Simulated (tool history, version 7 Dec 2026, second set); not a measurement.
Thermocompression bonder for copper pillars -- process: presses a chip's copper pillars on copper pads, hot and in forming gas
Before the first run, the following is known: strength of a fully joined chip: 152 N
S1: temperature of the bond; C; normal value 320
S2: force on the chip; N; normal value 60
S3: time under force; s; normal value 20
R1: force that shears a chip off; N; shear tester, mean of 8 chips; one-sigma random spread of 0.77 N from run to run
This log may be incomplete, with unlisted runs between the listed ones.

{"run": 1, "day": 0.0, "S1": 320, "S2": 60, "S3": 20, "R1": 60.8}
{"run": 2, "day": 1.638, "S1": 338, "S2": 60, "S3": 20, "R1": 72.8}
{"run": 3, "day": 3.021, "S1": 338, "S2": 60, "S3": 20, "R1": 72.4}
{"run": 4, "day": 3.796, "S1": 320, "S2": 60, "S3": 20, "R1": 60.6}
{"run": 5, "day": 5.308, "S1": 320, "S2": 60, "S3": 20, "R1": 59.7}
{"run": 6, "day": 6.308, "S1": 320, "S2": 60, "S3": 39, "R1": 75.4}
{"run": 7, "day": 7.221, "S1": 320, "S2": 69, "S3": 39, "R1": 81.8}
{"run": 8, "day": 8.938, "S1": 320, "S2": 69, "S3": 36, "R1": 78.7}
{"run": 9, "day": 10.25, "S1": 320, "S2": 69, "S3": 36, "R1": 77.4}
{"run": 10, "day": 11.038, "S1": 320, "S2": 69, "S3": 36, "R1": 77.7}
{"run": 11, "day": 11.771, "S1": 320, "S2": 69, "S3": 36, "R1": 76.2}
{"day": 12.862, "done": "forming gas filter changed"}
{"run": 12, "day": 13.246, "S1": 348, "S2": 60, "S3": 20, "R1": 82.8}
{"run": 13, "day": 14.471, "S1": 307, "S2": 60, "S3": 20, "R1": 53}
{"run": 14, "day": 15.438, "S1": 307, "S2": 60, "S3": 20, "R1": 52.2}
{"run": 15, "day": 16.908, "S1": 307, "S2": 60, "S3": 20, "R1": 53.2}
{"run": 16, "day": 18.05, "S1": 320, "S2": 60, "S3": 20, "R1": 62.1}
{"run": 17, "day": 19.192, "S1": 302, "S2": 60, "S3": 20, "R1": 49.6}
{"run": 18, "day": 20.642, "S1": 302, "S2": 60, "S3": 20, "R1": 48.6}
{"run": 19, "day": 21.546, "S1": 320, "S2": 60, "S3": 11, "R1": 45.8}
{"run": 20, "day": 23.129, "S1": 320, "S2": 45, "S3": 20, "R1": 48.2}
{"run": 21, "day": 24.058, "S1": 320, "S2": 45, "S3": 20, "R1": 46.5}
{"run": 22, "day": 25.204, "S1": 312, "S2": 74, "S3": 38, "R1": 75}
{"day": 25.721, "done": "forming gas filter changed"}
{"run": 23, "day": 26.138, "S1": 312, "S2": 59, "S3": 10, "R1": 44}
{"run": 24, "day": 27.367, "S1": 312, "S2": 59, "S3": 10, "R1": 44}
{"run": 25, "day": 28.2, "S1": 307, "S2": 66, "S3": 20, "R1": 59.4}

Predict the results of run 26:
{"run": 26, "day": 28.992, "S1": 307, "S2": 66, "S3": 20, "R1": "?"}

{"run 26": {"R1": 57}}
Were there no unlogged condition in the tool, this run, its random variation unchanged, would have produced R1 54.3 N.

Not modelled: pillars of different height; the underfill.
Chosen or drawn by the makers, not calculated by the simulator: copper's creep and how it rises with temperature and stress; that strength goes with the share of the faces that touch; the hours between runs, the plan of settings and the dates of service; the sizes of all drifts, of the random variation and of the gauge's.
